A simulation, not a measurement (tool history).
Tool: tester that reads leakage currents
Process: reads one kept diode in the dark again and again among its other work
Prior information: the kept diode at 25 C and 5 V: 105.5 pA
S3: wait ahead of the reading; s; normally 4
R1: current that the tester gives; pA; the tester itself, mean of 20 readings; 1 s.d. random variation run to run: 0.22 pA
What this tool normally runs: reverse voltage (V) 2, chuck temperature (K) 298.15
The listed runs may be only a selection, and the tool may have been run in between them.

{"run": 1, "hour": 0.0, "reverse voltage (V)": 2, "chuck temperature (K)": 298.15, "S3": 4, "R1": 70.12}
{"hour": 216.1, "done": "chuck's temperature calibrated"}
{"run": 2, "hour": 265.3, "reverse voltage (V)": 2, "chuck temperature (K)": 298.15, "S3": 4, "R1": 69.99}
{"run": 3, "hour": 450.6, "reverse voltage (V)": 2, "chuck temperature (K)": 298.15, "S3": 4, "R1": 70.13}
{"run": 4, "hour": 611.3, "reverse voltage (V)": 2, "chuck temperature (K)": 298.15, "S3": 4, "R1": 69.86}
{"run": 5, "hour": 833.8, "reverse voltage (V)": 2, "chuck temperature (K)": 298.15, "S3": 4.54, "R1": 70.22}
{"hour": 869.9, "done": "probe card cleaned and baked"}
{"run": 6, "hour": 1014.5, "reverse voltage (V)": 2, "chuck temperature (K)": 298.15, "S3": 4.54, "R1": 69.97}
{"run": 7, "hour": 1154.9, "reverse voltage (V)": 2, "chuck temperature (K)": 310.15, "S3": 4, "R1": 176.05}
{"run": 8, "hour": 1370.6, "reverse voltage (V)": 2, "chuck temperature (K)": 298.15, "S3": 6.64, "R1": 69.73}
{"run": 9, "hour": 1625.8, "reverse voltage (V)": 2, "chuck temperature (K)": 298.15, "S3": 7.18, "R1": 70.17}
{"run": 10, "hour": 1833.2, "reverse voltage (V)": 2, "chuck temperature (K)": 298.15, "S3": 7.18, "R1": 69.77}
{"run": 11, "hour": 2050.6, "reverse voltage (V)": 2, "chuck temperature (K)": 298.15, "S3": 4, "R1": 70.13}
{"run": 12, "hour": 2164.6, "reverse voltage (V)": 3.6, "chuck temperature (K)": 298.15, "S3": 4, "R1": 92}
{"run": 13, "hour": 2276.1, "reverse voltage (V)": 3.6, "chuck temperature (K)": 298.15, "S3": 4, "R1": 91.74}
{"hour": 2402.3, "done": "chuck's temperature calibrated"}
{"run": 14, "hour": 2542.4, "reverse voltage (V)": 3.6, "chuck temperature (K)": 298.15, "S3": 4, "R1": 91.48}
{"run": 15, "hour": 2698.8, "reverse voltage (V)": 18.73, "chuck temperature (K)": 298.15, "S3": 4, "R1": 194.03}
{"hour": 2859.9, "done": "tester calibrated"}
{"run": 16, "hour": 2907.1, "reverse voltage (V)": 18.73, "chuck temperature (K)": 298.15, "S3": 4, "R1": 193.87}
{"run": 17, "hour": 3172.9, "reverse voltage (V)": 18.73, "chuck temperature (K)": 298.15, "S3": 4, "R1": 193.8}
{"run": 18, "hour": 3321.2, "reverse voltage (V)": 18.73, "chuck temperature (K)": 298.15, "S3": 4, "R1": 194.13}
{"run": 19, "hour": 3466.2, "reverse voltage (V)": 2, "chuck temperature (K)": 298.15, "S3": 4, "R1": 70.02}
{"run": 20, "hour": 3636.1, "reverse voltage (V)": 2, "chuck temperature (K)": 298.15, "S3": 4, "R1": 69.88}
{"run": 21, "hour": 3898.4, "reverse voltage (V)": 18.22, "chuck temperature (K)": 317.15, "S3": 0.31, "R1": 822.03}
{"run": 22, "hour": 4054.3, "reverse voltage (V)": 18.22, "chuck temperature (K)": 298.15, "S3": 5.72, "R1": 191.51}
{"run": 23, "hour": 4294.5, "reverse voltage (V)": 18.22, "chuck temperature (K)": 298.15, "S3": 5.72, "R1": 190.19}
{"hour": 4431.8, "done": "probe card cleaned and baked"}
{"run": 24, "hour": 4500.0, "reverse voltage (V)": 18.22, "chuck temperature (K)": 302.15, "S3": 2.33, "R1": 263.84}
{"hour": 4575.4, "done": "chuck's temperature calibrated"}
{"run": 25, "hour": 4683.2, "reverse voltage (V)": 6.6, "chuck temperature (K)": 308.15, "S3": 6.62, "R1": 260.56}
{"run": 26, "hour": 4891.0, "reverse voltage (V)": 6.6, "chuck temperature (K)": 308.15, "S3": 6.62, "R1": 261.26}
{"run": 27, "hour": 5084.8, "reverse voltage (V)": 2.13, "chuck temperature (K)": 294.15, "S3": 1.62, "R1": 52.07}
{"run": 28, "hour": 5302.3, "reverse voltage (V)": 2.13, "chuck temperature (K)": 294.15, "S3": 2, "R1": 52.04}
{"run": 29, "hour": 5455.9, "reverse voltage (V)": 2.13, "chuck temperature (K)": 294.15, "S3": 2, "R1": 52.1}
{"run": 30, "hour": 5651.6, "reverse voltage (V)": 8.79, "chuck temperature (K)": 312.15, "S3": 2.57, "R1": 401.24}
{"run": 31, "hour": 5790.8, "reverse voltage (V)": 10.19, "chuck temperature (K)": 312.15, "S3": 2.57, "R1": 427.62}
{"run": 32, "hour": 5920.5, "reverse voltage (V)": 14.57, "chuck temperature (K)": 294.15, "S3": 6.41, "R1": 124.72}
{"run": 33, "hour": 6059.4, "reverse voltage (V)": 14.57, "chuck temperature (K)": 294.15, "S3": 6.41, "R1": 125.41}
{"run": 34, "hour": 6203.6, "reverse voltage (V)": 14.57, "chuck temperature (K)": 294.15, "S3": 6.41, "R1": 125.54}
{"run": 35, "hour": 6436.3, "reverse voltage (V)": 6.84, "chuck temperature (K)": 302.15, "S3": 2.05, "R1": 168.21}
{"run": 36, "hour": 6549.7, "reverse voltage (V)": 6.84, "chuck temperature (K)": 302.15, "S3": 2.05, "R1": 168.8}
{"run": 37, "hour": 6664.1, "reverse voltage (V)": 6.84, "chuck temperature (K)": 302.15, "S3": 2.05, "R1": 168.59}
{"hour": 6748.5, "done": "chuck's temperature calibrated"}
{"run": 38, "hour": 6876.1, "reverse voltage (V)": 1.76, "chuck temperature (K)": 326.15, "S3": 0.38, "R1": 520.35}

Consider 5 possible next runs. They are alternatives, not a sequence: every one starts from the tool as it was left by run 38. What does each give?
{"run": "A", "hour": 7122.3, "reverse voltage (V)": 9.25, "chuck temperature (K)": 296.15, "S3": 3.68, "R1": "?"}
{"run": "B", "hour": 7122.3, "reverse voltage (V)": 1.76, "chuck temperature (K)": 326.15, "S3": 2.4, "R1": "?"}
{"run": "C", "hour": 7122.3, "reverse voltage (V)": 6.42, "chuck temperature (K)": 298.15, "S3": 0.33, "R1": "?"}
{"run": "D", "hour": 7122.3, "reverse voltage (V)": 1.05, "chuck temperature (K)": 298.15, "S3": 4, "R1": "?"}
{"run": "E", "hour": 7122.3, "reverse voltage (V)": 5.22, "chuck temperature (K)": 298.15, "S3": 6.91, "R1": "?"}

run=A R1=119.16
run=B R1=515.85
run=C R1=124.73
run=D R1=52.11
run=E R1=108.14
Had the tool no hidden state, the same runs would have come out as:
run=A R1=118.99
run=B R1=515.8
run=C R1=124.61
run=D R1=52.09
run=E R1=108.05
